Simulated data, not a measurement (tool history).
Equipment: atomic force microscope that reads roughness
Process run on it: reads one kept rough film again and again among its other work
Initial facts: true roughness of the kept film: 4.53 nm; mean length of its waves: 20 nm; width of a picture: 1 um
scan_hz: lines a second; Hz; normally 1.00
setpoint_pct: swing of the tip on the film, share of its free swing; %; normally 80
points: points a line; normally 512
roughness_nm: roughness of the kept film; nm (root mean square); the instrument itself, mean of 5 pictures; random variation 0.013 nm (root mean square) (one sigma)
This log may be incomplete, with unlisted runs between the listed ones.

Run 1, hour 0.0: usual settings. Result: roughness_nm 2.906 nm (root mean square).
Run 2, hour 5.7: usual settings. Result: roughness_nm 2.837 nm (root mean square).
Run 3, hour 11.7: usual settings. Result: roughness_nm 2.775 nm (root mean square).
Run 4, hour 18.3: usual settings. Result: roughness_nm 2.682 nm (root mean square).
Run 5, hour 22.0: usual settings. Result: roughness_nm 2.661 nm (root mean square).
Run 6, hour 29.6: usual settings. Result: roughness_nm 2.598 nm (root mean square).
Run 7, hour 37.9: usual settings but scan_hz 1.12 Hz. Result: roughness_nm 2.477 nm (root mean square).
Run 8, hour 46.5: usual settings but scan_hz 1.12 Hz, points 594. Result: roughness_nm 2.428 nm (root mean square).
Run 9, hour 54.4: usual settings. Result: roughness_nm 2.391 nm (root mean square).
Run 10, hour 63.4: usual settings. Result: roughness_nm 2.319 nm (root mean square).
Run 11, hour 67.5: usual settings. Result: roughness_nm 2.284 nm (root mean square).
Run 12, hour 72.1: usual settings but setpoint_pct 70 %. Result: roughness_nm 2.304 nm (root mean square).
Run 13, hour 78.1: usual settings but setpoint_pct 70 %. Result: roughness_nm 2.219 nm (root mean square).
Run 14, hour 87.0: usual settings but points 946. Result: roughness_nm 2.163 nm (root mean square).
Run 15, hour 92.0: usual settings but scan_hz 0.70 Hz. Result: roughness_nm 2.149 nm (root mean square).
Run 16, hour 95.9: usual settings but scan_hz 0.70 Hz, setpoint_pct 67 %. Result: roughness_nm 2.136 nm (root mean square).
Run 17, hour 101.9: usual settings. Result: roughness_nm 2.064 nm (root mean square).
Run 18, hour 110.5: usual settings. Result: roughness_nm 2.011 nm (root mean square).
Run 19, hour 116.5: usual settings but points 811. Result: roughness_nm 1.992 nm (root mean square).
Run 20, hour 125.0: usual settings but points 482. Result: roughness_nm 1.911 nm (root mean square).
Run 21, hour 131.4: usual settings but points 482. Result: roughness_nm 1.900 nm (root mean square).
Run 22, hour 137.1: usual settings. Result: roughness_nm 1.872 nm (root mean square).
Run 23, hour 142.1: usual settings. Result: roughness_nm 1.844 nm (root mean square).
Run 24, hour 150.9: usual settings. Result: roughness_nm 1.811 nm (root mean square).
Run 25, hour 155.6: usual settings. Result: roughness_nm 1.779 nm (root mean square).
Run 26, hour 163.4: usual settings. Result: roughness_nm 1.754 nm (root mean square).
Run 27, hour 170.2: usual settings. Result: roughness_nm 1.728 nm (root mean square).
At hour 171.7: height scale calibrated on a step standard.
Run 28, hour 177.9: usual settings but scan_hz 0.67 Hz, setpoint_pct 78 %, points 371. Result: roughness_nm 1.723 nm (root mean square).
At hour 186.0: height scale calibrated on a step standard, once more.
Run 29, hour 186.4: usual settings but scan_hz 0.67 Hz, setpoint_pct 78 %, points 371. Result: roughness_nm 1.676 nm (root mean square).
At hour 191.2: new tip fitted.
Run 30, hour 192.8: usual settings but scan_hz 0.67 Hz, setpoint_pct 78 %, points 371. Result: roughness_nm 2.961 nm (root mean square).
Run 31, hour 199.9: usual settings but scan_hz 1.22 Hz, setpoint_pct 78 %, points 339. Result: roughness_nm 2.795 nm (root mean square).
Run 32, hour 207.4: usual settings but scan_hz 1.56 Hz, setpoint_pct 60 %. Result: roughness_nm 2.823 nm (root mean square).
Run 33, hour 214.4: usual settings but setpoint_pct 82 %, points 653. Result: roughness_nm 2.692 nm (root mean square).
Run 34, hour 223.3: usual settings but scan_hz 1.83 Hz, setpoint_pct 82 %, points 507. Result: roughness_nm 2.506 nm (root mean square).
Run 35, hour 230.2: usual settings but scan_hz 1.83 Hz, setpoint_pct 82 %, points 507. Result: roughness_nm 2.457 nm (root mean square).
Run 36, hour 234.3: usual settings but setpoint_pct 90 %, points 360. Result: roughness_nm 2.416 nm (root mean square).
Run 37, hour 241.7: usual settings but setpoint_pct 90 %, points 360. Result: roughness_nm 2.346 nm (root mean square).
Run 38, hour 247.4: usual settings but scan_hz 2.02 Hz, setpoint_pct 72 %, points 268. Result: roughness_nm 2.316 nm (root mean square).
Run 39, hour 256.5: usual settings but scan_hz 2.02 Hz, setpoint_pct 72 %, points 268. Result: roughness_nm 2.243 nm (root mean square).
Run 40, hour 263.5: usual settings but scan_hz 2.02 Hz, setpoint_pct 72 %, points 268. Result: roughness_nm 2.171 nm (root mean square).
Run 41, hour 268.8: usual settings but scan_hz 2.02 Hz, setpoint_pct 72 %, points 268. Result: roughness_nm 2.178 nm (root mean square).
Run 42, hour 275.5: usual settings but scan_hz 1.45 Hz. Result: roughness_nm 2.159 nm (root mean square).
Run 43, hour 279.7: usual settings but scan_hz 1.38 Hz, setpoint_pct 69 %. Result: roughness_nm 2.180 nm (root mean square).
Run 44, hour 286.6: usual settings but scan_hz 1.38 Hz, setpoint_pct 69 %. Result: roughness_nm 2.135 nm (root mean square).
Run 45, hour 290.9: usual settings but scan_hz 2.10 Hz, setpoint_pct 61 %, points 490. Result: roughness_nm 2.123 nm (root mean square).
Run 46, hour 295.2: usual settings but scan_hz 1.24 Hz, setpoint_pct 74 %, points 649. Result: roughness_nm 2.081 nm (root mean square).
Run 47, hour 301.6: usual settings but scan_hz 1.38 Hz. Result: roughness_nm 1.991 nm (root mean square).
Run 48, hour 309.5: usual settings but scan_hz 1.38 Hz. Result: roughness_nm 1.958 nm (root mean square).
Run 49, hour 317.7: usual settings but scan_hz 1.38 Hz. Result: roughness_nm 1.914 nm (root mean square).
Run 50, hour 323.1: usual settings but scan_hz 2.99 Hz, setpoint_pct 61 %, points 338. Result: roughness_nm 1.882 nm (root mean square).
Run 51, hour 332.2: usual settings but scan_hz 2.99 Hz, setpoint_pct 75 %, points 794. Result: roughness_nm 1.776 nm (root mean square).
Run 52, hour 337.7: usual settings but setpoint_pct 73 %, points 999. Result: roughness_nm 1.872 nm (root mean square).
Run 53, hour 343.3: usual settings but setpoint_pct 73 %, points 999. Result: roughness_nm 1.853 nm (root mean square).
Run 54, hour 350.0: usual settings but scan_hz 1.99 Hz, setpoint_pct 63 %. Result: roughness_nm 1.799 nm (root mean square).

Predict each of these 3 candidate next runs independently; none follows another, all start after run 54:
Run A, hour 355.4: usual settings but scan_hz 0.51 Hz, setpoint_pct 61 %, points 274. Result: roughness_nm ?.
Run B, hour 355.4: usual settings but scan_hz 2.11 Hz, setpoint_pct 88 %. Result: roughness_nm ?.
Run C, hour 355.4: usual settings but scan_hz 0.59 Hz, setpoint_pct 63 %, points 734. Result: roughness_nm ?.

run  roughness_nm
  A         1.782
  B         1.611
  C         1.805
Without the tool's hidden state the same runs would have given:
run  roughness_nm
  A         3.024
  B         2.736
  C         3.063
